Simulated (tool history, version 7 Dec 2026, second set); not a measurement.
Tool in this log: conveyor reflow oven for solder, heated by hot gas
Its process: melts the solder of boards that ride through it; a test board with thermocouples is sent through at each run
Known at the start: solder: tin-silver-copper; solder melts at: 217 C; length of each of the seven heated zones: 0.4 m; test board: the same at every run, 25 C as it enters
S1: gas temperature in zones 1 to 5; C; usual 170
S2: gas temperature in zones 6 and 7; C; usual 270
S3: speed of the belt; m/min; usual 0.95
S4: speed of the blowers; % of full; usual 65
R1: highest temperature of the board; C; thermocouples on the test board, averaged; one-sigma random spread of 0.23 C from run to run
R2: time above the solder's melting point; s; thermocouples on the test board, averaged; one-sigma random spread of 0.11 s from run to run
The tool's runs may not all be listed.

run    hour   S1   S2     S3  S4     R1    R2
  1       0  170  270   0.95  65  251.9  37.8
  2    56.9  170  270   0.95  65  251.5  37.4
  3   126.4  170  270  0.792  65  256.9  49.5
      171.1  -- belt drive overhauled, speed set with a stopwatch
  4   192.3  170  270  0.792  65  255.8  46.4
  5     268  170  270  1.081  65  243.9  26.9
  6   309.9  182  270   0.95  65  251.3  38.9
  7   388.3  170  270   0.95  83  252.8  37.4
      441.1  -- flux residue cleaned out of gas plates and filters
  8   459.9  170  270   0.95  65  250.1  35.8
  9   523.6  170  270   0.95  79  253.6  37.7
 10   561.6  176  270   0.95  65  250.6  37.1
 11   623.5  165  279  0.958  65  255.8  36.8
 12   664.3  170  270  0.777  54  252.9  45.7
 13   702.6  170  270  1.117  54    238  21.7
 14   750.7  159  267  1.063  58  236.2  20.5
 15   823.6  172  270  1.091  69  244.9  27.8
      875.9  -- flux residue cleaned out of gas plates and filters
 16   875.9  172  259  0.791  69  246.7  43.3
 17   953.1  170  270  1.074  58  242.2    26
 18  1024.6  170  270  1.074  58  241.7  25.6
 19  1070.9  174  270  0.822  62  253.5  44.9

Alternative continuations, all from the tool just after run 19; predict every row:
  A  1114.6  170  281   0.95  65   ?   ?
  B  1114.6  178  281   0.95  67   ?   ?
  C  1114.6  170  270  0.765  65   ?   ?

run     R1    R2
  A  257.2    39
  B  260.3  42.2
  C  255.1    49
With the hidden condition removed and each run's random variation left untouched, the same runs would have given:
run     R1    R2
  A  259.3  39.4
  B  262.4  42.5
  C  257.1  49.4

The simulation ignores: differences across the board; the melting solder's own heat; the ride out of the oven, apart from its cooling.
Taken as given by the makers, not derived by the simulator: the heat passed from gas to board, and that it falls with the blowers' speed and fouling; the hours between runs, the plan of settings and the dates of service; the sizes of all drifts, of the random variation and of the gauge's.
